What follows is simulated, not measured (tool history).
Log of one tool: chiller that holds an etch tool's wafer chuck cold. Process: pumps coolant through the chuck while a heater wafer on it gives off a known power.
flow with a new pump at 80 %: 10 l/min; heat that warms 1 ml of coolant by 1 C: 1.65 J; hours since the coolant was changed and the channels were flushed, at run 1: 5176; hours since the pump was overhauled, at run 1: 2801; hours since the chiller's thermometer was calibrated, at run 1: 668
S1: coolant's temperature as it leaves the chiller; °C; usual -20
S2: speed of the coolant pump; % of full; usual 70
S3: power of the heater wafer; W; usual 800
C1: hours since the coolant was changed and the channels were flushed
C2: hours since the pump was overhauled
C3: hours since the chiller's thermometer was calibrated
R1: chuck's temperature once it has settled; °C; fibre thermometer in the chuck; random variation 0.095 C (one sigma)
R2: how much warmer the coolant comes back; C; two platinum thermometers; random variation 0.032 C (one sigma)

run 1 hour=0 | S1=-20 S2=70 S3=800 | C1=5176 C2=2801 C3=668 | R1=-11.22 R2=3.47
run 2 hour=81.8 | S1=-20 S2=81 S3=800 | C1=5258 C2=2883 C3=749 | R1=-11.97 R2=2.9
run 3 hour=216 | S1=-20 S2=70 S3=800 | C1=5392 C2=3017 C3=884 | R1=-10.98 R2=3.46
run 4 hour=367.4 | S1=-20 S2=70 S3=800 | C1=5543 C2=3168 C3=1035 | R1=-11.18 R2=3.53
run 5 hour=484.6 | S1=-20 S2=70 S3=800 | C1=5660 C2=3285 C3=1152 | R1=-10.96 R2=3.46
run 6 hour=653.9 | S1=-20 S2=70 S3=800 | C1=5830 C2=3455 C3=1321 | R1=-11.01 R2=3.45
run 7 hour=803.5 | S1=-20 S2=70 S3=800 | C1=5979 C2=3604 C3=1471 | R1=-10.97 R2=3.5
run 8 hour=951.5 | S1=-20 S2=70 S3=800 | C1=6127 C2=3752 C3=1619 | R1=-10.79 R2=3.52
run 9 hour=1079.9 | S1=-20 S2=70 S3=800 | C1=6256 C2=3881 C3=1747 | R1=-10.75 R2=3.52
run 10 hour=1168.5 | S1=-20 S2=70 S3=804 | C1=6344 C2=3969 C3=1836 | R1=-10.76 R2=3.5
-- hour=1179.7 chiller's thermometer calibrated
run 11 hour=1323.2 | S1=-20 S2=70 S3=804 | C1=6498 C2=4123 C3=144 | R1=-10.61 R2=3.52
run 12 hour=1417.9 | S1=-20 S2=89 S3=487 | C1=6593 C2=4218 C3=238 | R1=-15.18 R2=1.61
-- hour=1532.5 chiller's thermometer calibrated, once more
run 13 hour=1566.6 | S1=-20 S2=95 S3=800 | C1=6740 C2=4365 C3=34 | R1=-12.76 R2=2.46
run 14 hour=1690.1 | S1=-20 S2=95 S3=800 | C1=6864 C2=4489 C3=158 | R1=-12.65 R2=2.49
run 15 hour=1764.8 | S1=-20 S2=95 S3=800 | C1=6939 C2=4564 C3=232 | R1=-12.54 R2=2.43
run 16 hour=1859.4 | S1=-20 S2=95 S3=800 | C1=7033 C2=4658 C3=327 | R1=-12.4 R2=2.49
-- hour=1925.8 coolant changed, channels flushed
run 17 hour=2046.9 | S1=-12 S2=97 S3=800 | C1=121 C2=4840 C3=508 | R1=-5.25 R2=2.42
run 18 hour=2219.4 | S1=-12 S2=97 S3=800 | C1=294 C2=5012 C3=681 | R1=-5.24 R2=2.45
run 19 hour=2306.9 | S1=-20 S2=70 S3=768 | C1=381 C2=5100 C3=768 | R1=-11.55 R2=3.4

Some steps in R1 between neighbouring runs. How much of each would the tool show without its hidden state too (settings, what came in, random variation), and how much is left for the hidden state, with any gauge scatter that isn't in both results?
The hidden state here: heat passed by the chuck's channels, % of clean ones'; flow at a given pump speed, % of a new pump's; coolant's true temperature over the reading, C; drift of the gauge itself on chuck_c, C; drift of the gauge itself on warmer_back_c, C.
Run 16 -> 17: S1 -20 -> -12, S2 95 -> 97, coolant changed, channels flushed. R1 +7.15 °C: hidden state -0.52, all else +7.67.
